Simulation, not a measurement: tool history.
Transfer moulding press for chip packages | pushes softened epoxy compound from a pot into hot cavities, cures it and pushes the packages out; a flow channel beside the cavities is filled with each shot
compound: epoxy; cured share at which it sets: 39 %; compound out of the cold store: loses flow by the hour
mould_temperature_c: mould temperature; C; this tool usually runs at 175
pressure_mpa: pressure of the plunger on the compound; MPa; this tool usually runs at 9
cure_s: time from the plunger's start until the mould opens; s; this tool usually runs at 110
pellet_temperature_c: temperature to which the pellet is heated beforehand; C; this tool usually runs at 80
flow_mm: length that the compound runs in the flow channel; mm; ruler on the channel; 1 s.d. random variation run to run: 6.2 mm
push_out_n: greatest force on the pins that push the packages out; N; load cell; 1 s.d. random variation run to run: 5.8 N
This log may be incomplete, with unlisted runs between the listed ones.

| run | hour | mould_temperature_c | pressure_mpa | cure_s | pellet_temperature_c | incoming compound's hours out of the cold store | flow_mm | push_out_n |
|---|---|---|---|---|---|---|---|---|
| 1 | 0 | 175 | 9 | 110 | 80 | 19.5 | 756 | 403 |
| 2 | 36.9 | 175 | 9 | 110 | 80 | 10.8 | 825 | 485 |
| 3 | 101.3 | 175 | 9 | 110 | 80 | 46.1 | 703 | 454 |
| 4 | 161.5 | 175 | 9 | 110 | 80 | 16.4 | 786 | 330 |
| 5 | 209.2 | 175 | 9 | 110 | 80 | 44.6 | 702 | 388 |
| 6 | 268.8 | 175 | 9 | 110 | 74 | 10.7 | 790 | 215 |
| 7 | 316.3 | 175 | 9 | 110 | 74 | 32.6 | 711 | 334 |
| 8 | 354.8 | 175 | 9 | 110 | 82 | 43.1 | 695 | 370 |
| 9 | 417.7 | 175 | 9 | 110 | 82 | 13.4 | 801 | 351 |
| 10 | 449.5 | 175 | 9 | 110 | 82 | 12 | 808 | 407 |
| 11 | 482.6 | 175 | 9 | 110 | 82 | 10.7 | 801 | 266 |
| 12 | 526.8 | 175 | 9 | 110 | 82 | 18.6 | 777 | 356 |
| 13 | 581.2 | 175 | 9 | 110 | 82 | 35.4 | 725 | 261 |
| 14 | 629.3 | 175 | 9 | 110 | 82 | 26 | 743 | 366 |
| 15 | 688.8 | 180 | 8.3 | 110 | 71 | 30.4 | 686 | 272 |
| 16 | 757.1 | 170 | 8.3 | 110 | 71 | 41 | 716 | 499 |
| 17 | 815.1 | 170 | 8.3 | 110 | 71 | 29.9 | 738 | 476 |
| 18 | 850.8 | 178 | 9 | 105 | 71 | 31 | 742 | 398 |
| 19 | 912.2 | 181 | 7.22 | 125 | 86 | 22.9 | 670 | 298 |
| 20 | 952.1 | 181 | 7.22 | 125 | 86 | 22.1 | 659 | 328 |
| 21 | 1012.6 | 177 | 10.44 | 104 | 86 | 25.1 | 786 | 353 |
| 22 | 1065.5 | 179 | 10.44 | 93 | 90 | 42.1 | 740 | 244 |
| 23 | 1111.5 | 179 | 10.44 | 93 | 90 | 44.5 | 758 | 353 |
| 24 | 1175.8 | 175 | 10.62 | 110 | 80 | 34.8 | 800 | 252 |
| 25 | 1228.4 | 172 | 10.08 | 110 | 80 | 8.1 | 870 | 441 |
| 26 | 1266.7 | 167 | 8.46 | 110 | 80 | 27.8 | 753 | 360 |

The log once held 19 entries between its listed runs, left out of this copy. Where does each go, and what is different about the tool's unlogged condition between the listed run before it and the listed run after it?
From run 1 to run 2: cavities cleaned with cleaning compound and waxed (hour 16); plunger's sealing rings changed (hour 26.5)
  true mould temperature over the reading, C: 0.25 -> 0.3; pressure that reaches the compound, % of what is set: 90.68 -> 99.49; grip of the stained cavities, % over clean ones': 92.9 -> 146.2
  difference, measured minus the result without the unlogged condition, flow_mm: -39 -> -3 mm; push_out_n: +191 -> +286 N
From run 3 to run 4: cavities cleaned with cleaning compound and waxed (hour 119.8)
  true mould temperature over the reading, C: 0.39 -> 0.48; pressure that reaches the compound, % of what is set: 97.86 -> 96.31; grip of the stained cavities, % over clean ones': 128.8 -> 60.4
  difference, measured minus the result without the unlogged condition, flow_mm: -9 -> -17 mm; push_out_n: +253 -> +119 N
From run 5 to run 6: cavities cleaned with cleaning compound and waxed (hour 215.8); cavities cleaned with cleaning compound and waxed, once more (hour 268.8)
  true mould temperature over the reading, C: 0.54 -> 0.63; pressure that reaches the compound, % of what is set: 95.01 -> 93.6; grip of the stained cavities, % over clean ones': 92.3 -> 0.3
  difference, measured minus the result without the unlogged condition, flow_mm: -19 -> -29 mm; push_out_n: +178 -> -5 N
From run 8 to run 9: cavities cleaned with cleaning compound and waxed (hour 365.8); plunger's sealing rings changed (hour 374.1)
  true mould temperature over the reading, C: 0.75 -> 0.83; pressure that reaches the compound, % of what is set: 91.27 -> 98.52; grip of the stained cavities, % over clean ones': 90.9 -> 69.8
  difference, measured minus the result without the unlogged condition, flow_mm: -34 -> -9 mm; push_out_n: +167 -> +139 N
From run 10 to run 11: cavities cleaned with cleaning compound and waxed (hour 468.3)
  true mould temperature over the reading, C: 0.88 -> 0.92; pressure that reaches the compound, % of what is set: 97.67 -> 96.81; grip of the stained cavities, % over clean ones': 90.4 -> 26.7
  difference, measured minus the result without the unlogged condition, flow_mm: -12 -> -16 mm; push_out_n: +182 -> +49 N
From run 12 to run 13: cavities cleaned with cleaning compound and waxed (hour 566.2)
  true mould temperature over the reading, C: 0.98 -> 1.05; pressure that reaches the compound, % of what is set: 95.67 -> 94.28; grip of the stained cavities, % over clean ones': 77.1 -> 28.8
  difference, measured minus the result without the unlogged condition, flow_mm: -21 -> -25 mm; push_out_n: +148 -> +52 N
From run 14 to run 15: cavities cleaned with cleaning compound and waxed (hour 662.2)
  true mould temperature over the reading, C: 1.11 -> 1.19; pressure that reaches the compound, % of what is set: 93.14 -> 91.54; grip of the stained cavities, % over clean ones': 81 -> 45.3
  difference, measured minus the result without the unlogged condition, flow_mm: -30 -> -34 mm; push_out_n: +157 -> +81 N
From run 15 to run 16: plunger's sealing rings changed (hour 723.5)
  true mould temperature over the reading, C: 1.19 -> 1.28; pressure that reaches the compound, % of what is set: 91.54 -> 98.9; grip of the stained cavities, % over clean ones': 45.3 -> 96.1
  difference, measured minus the result without the unlogged condition, flow_mm: -34 -> -8 mm; push_out_n: +81 -> +224 N
From run 16 to run 17: cavities cleaned with cleaning compound and waxed (hour 763.5); mould's thermocouples calibrated (hour 805.6)
  true mould temperature over the reading, C: 1.28 -> 0; pressure that reaches the compound, % of what is set: 98.9 -> 97.45; grip of the stained cavities, % over clean ones': 96.1 -> 70.2
  difference, measured minus the result without the unlogged condition, flow_mm: -8 -> -10 mm; push_out_n: +224 -> +198 N
From run 18 to run 19: cavities cleaned with cleaning compound and waxed (hour 864.2)
  true mould temperature over the reading, C: 0.05 -> 0.13; pressure that reaches the compound, % of what is set: 96.52 -> 94.98; grip of the stained cavities, % over clean ones': 91.5 -> 64.8
  difference, measured minus the result without the unlogged condition, flow_mm: -14 -> -17 mm; push_out_n: +185 -> +117 N
From run 20 to run 21: cavities cleaned with cleaning compound and waxed (hour 961.4)
  true mould temperature over the reading, C: 0.19 -> 0.27; pressure that reaches the compound, % of what is set: 93.88 -> 92.42; grip of the stained cavities, % over clean ones': 91.1 -> 71.8
  difference, measured minus the result without the unlogged condition, flow_mm: -21 -> -32 mm; push_out_n: +157 -> +145 N
From run 21 to run 22: cavities cleaned with cleaning compound and waxed (hour 1060.8)
  true mould temperature over the reading, C: 0.27 -> 0.35; pressure that reaches the compound, % of what is set: 92.42 -> 91.01; grip of the stained cavities, % over clean ones': 71.8 -> 12.2
  difference, measured minus the result without the unlogged condition, flow_mm: -32 -> -36 mm; push_out_n: +145 -> +23 N
From run 22 to run 23: plunger's sealing rings changed (hour 1073.9)
  true mould temperature over the reading, C: 0.35 -> 0.41; pressure that reaches the compound, % of what is set: 91.01 -> 98.49; grip of the stained cavities, % over clean ones': 12.2 -> 70.9
  difference, measured minus the result without the unlogged condition, flow_mm: -36 -> -7 mm; push_out_n: +23 -> +145 N
From run 23 to run 24: cavities cleaned with cleaning compound and waxed (hour 1159.6)
  true mould temperature over the reading, C: 0.41 -> 0.51; pressure that reaches the compound, % of what is set: 98.49 -> 96.85; grip of the stained cavities, % over clean ones': 70.9 -> 29.7
  difference, measured minus the result without the unlogged condition, flow_mm: -7 -> -15 mm; push_out_n: +145 -> +55 N
From run 25 to run 26: cavities cleaned with cleaning compound and waxed (hour 1257.1)
  true mould temperature over the reading, C: 0.59 -> 0.63; pressure that reaches the compound, % of what is set: 95.37 -> 94.36; grip of the stained cavities, % over clean ones': 82.9 -> 21.5
  difference, measured minus the result without the unlogged condition, flow_mm: -23 -> -25 mm; push_out_n: +192 -> +50 N
